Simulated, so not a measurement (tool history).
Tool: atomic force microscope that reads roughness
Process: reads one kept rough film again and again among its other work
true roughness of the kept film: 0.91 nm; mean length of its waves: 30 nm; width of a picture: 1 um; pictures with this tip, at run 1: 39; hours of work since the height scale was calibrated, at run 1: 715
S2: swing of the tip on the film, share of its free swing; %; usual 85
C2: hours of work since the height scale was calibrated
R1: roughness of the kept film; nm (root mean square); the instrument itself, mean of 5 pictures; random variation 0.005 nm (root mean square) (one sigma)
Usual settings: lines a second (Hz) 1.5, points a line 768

Run 1, hour 0: usual settings; pictures with this tip 39; C2 715. Result: R1 0.757 nm (root mean square).
Run 2, hour 40.7: usual settings; pictures with this tip 90; C2 737. Result: R1 0.73 nm (root mean square).
Run 3, hour 93.7: usual settings but S2 61 %; pictures with this tip 156; C2 765. Result: R1 0.784 nm (root mean square).
At hour 102.1: new tip fitted.
Run 4, hour 125.9: usual settings but S2 61 %; pictures with this tip 30; C2 783. Result: R1 0.843 nm (root mean square).
Run 5, hour 160: usual settings but S2 61 %; pictures with this tip 72; C2 801. Result: R1 0.824 nm (root mean square).
Run 6, hour 182.5: usual settings; pictures with this tip 100; C2 813. Result: R1 0.721 nm (root mean square).
Run 7, hour 208.2: usual settings; pictures with this tip 132; C2 827. Result: R1 0.717 nm (root mean square).
At hour 232.8: new tip fitted.
Run 8, hour 242.3: usual settings but S2 56 %; pictures with this tip 12; C2 845. Result: R1 0.861 nm (root mean square).
Run 9, hour 277.9: usual settings but S2 56 %; pictures with this tip 56; C2 864. Result: R1 0.827 nm (root mean square).
Run 10, hour 300.2: usual settings; pictures with this tip 84; C2 876. Result: R1 0.721 nm (root mean square).
Run 11, hour 334.4: usual settings; pictures with this tip 126; C2 894. Result: R1 0.711 nm (root mean square).
At hour 363.2: new tip fitted.
Run 12, hour 386.3: usual settings; pictures with this tip 29; C2 922. Result: R1 0.748 nm (root mean square).
Run 13, hour 438.3: usual settings; pictures with this tip 93; C2 950. Result: R1 0.724 nm (root mean square).
Run 14, hour 470.3: usual settings; pictures with this tip 133; C2 967. Result: R1 0.716 nm (root mean square).
At hour 495: new tip fitted.
Run 15, hour 515: usual settings but S2 68 %; pictures with this tip 25; C2 991. Result: R1 0.825 nm (root mean square).
Run 16, hour 556.9: usual settings; pictures with this tip 77; C2 1014. Result: R1 0.732 nm (root mean square).
Run 17, hour 610: usual settings; pictures with this tip 143; C2 1042. Result: R1 0.712 nm (root mean square).
At hour 627: new tip fitted.
Run 18, hour 637.4: usual settings; pictures with this tip 13; C2 1057. Result: R1 0.769 nm (root mean square).
Run 19, hour 681.1: usual settings; pictures with this tip 67; C2 1080. Result: R1 0.743 nm (root mean square).
Run 20, hour 729.4: usual settings but S2 83 %; pictures with this tip 127; C2 1106. Result: R1 0.709 nm (root mean square).
Run 21, hour 753.2: usual settings but S2 83 %; pictures with this tip 157; C2 1119. Result: R1 0.707 nm (root mean square).
At hour 760.7: new tip fitted.
Run 22, hour 782.1: usual settings but S2 83 %, points a line 1020; pictures with this tip 26; C2 1134. Result: R1 0.765 nm (root mean square).
Run 23, hour 831.2: usual settings but S2 83 %, points a line 1020; pictures with this tip 88; C2 1161. Result: R1 0.74 nm (root mean square).
Run 24, hour 855.2: usual settings but S2 83 %, points a line 679; pictures with this tip 118; C2 1174. Result: R1 0.73 nm (root mean square).
Run 25, hour 889.4: usual settings but points a line 486; pictures with this tip 160; C2 1192. Result: R1 0.702 nm (root mean square).
At hour 892.1: new tip fitted.
Run 26, hour 940.3: usual settings but points a line 372; pictures with this tip 60; C2 1219. Result: R1 0.735 nm (root mean square).
At hour 991.2: height scale calibrated on a step standard.
Run 27, hour 991.2: usual settings but points a line 372; pictures with this tip 122; C2 0. Result: R1 0.715 nm (root mean square).
At hour 1024.7: new tip fitted.
Run 28, hour 1035.6: usual settings but points a line 372; pictures with this tip 14; C2 24. Result: R1 0.758 nm (root mean square).
Run 29, hour 1074: usual settings but lines a second (Hz) 3.56, points a line 811; pictures with this tip 61; C2 44. Result: R1 0.625 nm (root mean square).
Run 30, hour 1100.5: usual settings but lines a second (Hz) 3.56, S2 73 %, points a line 370; pictures with this tip 95; C2 59. Result: R1 0.701 nm (root mean square).
Run 31, hour 1125.6: usual settings but lines a second (Hz) 1.01, S2 66 %, points a line 651; pictures with this tip 126; C2 72. Result: R1 0.811 nm (root mean square).
At hour 1155.5: new tip fitted.
Run 32, hour 1158.8: usual settings but lines a second (Hz) 1.01, S2 66 %, points a line 651; pictures with this tip 4; C2 90. Result: R1 0.859 nm (root mean square).
Run 33, hour 1209.8: usual settings but lines a second (Hz) 1.38, S2 62 %, points a line 408; pictures with this tip 68; C2 117. Result: R1 0.825 nm (root mean square).
At hour 1227.1: height scale calibrated on a step standard, once more.
Run 34, hour 1233.1: usual settings but lines a second (Hz) 1.38, S2 62 %, points a line 408; pictures with this tip 96; C2 3. Result: R1 0.802 nm (root mean square).
Run 35, hour 1271.6: usual settings but lines a second (Hz) 2.33, S2 77 %, points a line 685; pictures with this tip 144; C2 24. Result: R1 0.698 nm (root mean square).
At hour 1289.6: new tip fitted.
Run 36, hour 1301.6: usual settings but S2 64 %, points a line 389; pictures with this tip 15; C2 40. Result: R1 0.833 nm (root mean square).
Run 37, hour 1338.9: usual settings but S2 64 %, points a line 389; pictures with this tip 62; C2 60. Result: R1 0.81 nm (root mean square).
Run 38, hour 1374.3: usual settings but S2 64 %, points a line 389; pictures with this tip 106; C2 79. Result: R1 0.787 nm (root mean square).
Run 39, hour 1414: usual settings but lines a second (Hz) 1.22, S2 57 %; pictures with this tip 155; C2 100. Result: R1 0.797 nm (root mean square).
At hour 1421.3: new tip fitted.
Run 40, hour 1455.6: usual settings but lines a second (Hz) 1.35, S2 67 %, points a line 582; pictures with this tip 43; C2 122. Result: R1 0.813 nm (root mean square).
Run 41, hour 1501.1: usual settings but lines a second (Hz) 1.35, S2 76 %, points a line 884; pictures with this tip 99; C2 147. Result: R1 0.765 nm (root mean square).
Run 42, hour 1540.7: usual settings but lines a second (Hz) 3.94, S2 74 %, points a line 549; pictures with this tip 149; C2 168. Result: R1 0.652 nm (root mean square).
At hour 1553: new tip fitted.
Run 43, hour 1593.8: usual settings but lines a second (Hz) 3.94, S2 74 %, points a line 549; pictures with this tip 51; C2 196. Result: R1 0.685 nm (root mean square).
Run 44, hour 1633.6: usual settings but lines a second (Hz) 3.94, S2 74 %, points a line 549; pictures with this tip 101; C2 218. Result: R1 0.667 nm (root mean square).
Run 45, hour 1677.3: usual settings but lines a second (Hz) 3.94, S2 74 %, points a line 549; pictures with this tip 155; C2 241. Result: R1 0.65 nm (root mean square).
At hour 1682.4: new tip fitted.
Run 46, hour 1712.2: usual settings but lines a second (Hz) 3.94, S2 74 %, points a line 549; pictures with this tip 37; C2 260. Result: R1 0.7 nm (root mean square).
Run 47, hour 1739: usual settings but lines a second (Hz) 0.74, S2 81 %; pictures with this tip 70; C2 274. Result: R1 0.796 nm (root mean square).
Run 48, hour 1775.1: usual settings but lines a second (Hz) 0.74, S2 81 %; pictures with this tip 115; C2 294. Result: R1 0.775 nm (root mean square).
At hour 1814.4: new tip fitted.
Run 49, hour 1825.4: usual settings but lines a second (Hz) 0.58, S2 55 %, points a line 553; pictures with this tip 14; C2 321. Result: R1 0.872 nm (root mean square).
Run 50, hour 1863.3: usual settings but lines a second (Hz) 0.95, S2 55 %, points a line 553; pictures with this tip 61; C2 341. Result: R1 0.846 nm (root mean square).

4 ways to go on from here, each from the tool as it stands after run 50. What would each give?
Run A, hour 1912.8: usual settings but lines a second (Hz) 2.27, S2 88 %, points a line 553; pictures with this tip 123; C2 368. Result: R1 ?.
Run B, hour 1912.8: usual settings but lines a second (Hz) 1.81, S2 86 %, points a line 553; pictures with this tip 123; C2 368. Result: R1 ?.
Run C, hour 1912.8: usual settings but S2 67 %; pictures with this tip 123; C2 368. Result: R1 ?.
Run D, hour 1912.8: usual settings but lines a second (Hz) 1.3, S2 55 %, points a line 553; pictures with this tip 123; C2 368. Result: R1 ?.

run     R1
  A  0.643
  B  0.685
  C  0.775
  D  0.808
Without the tool's hidden state the same runs would have given:
run     R1
  A  0.683
  B  0.727
  C  0.823
  D  0.858

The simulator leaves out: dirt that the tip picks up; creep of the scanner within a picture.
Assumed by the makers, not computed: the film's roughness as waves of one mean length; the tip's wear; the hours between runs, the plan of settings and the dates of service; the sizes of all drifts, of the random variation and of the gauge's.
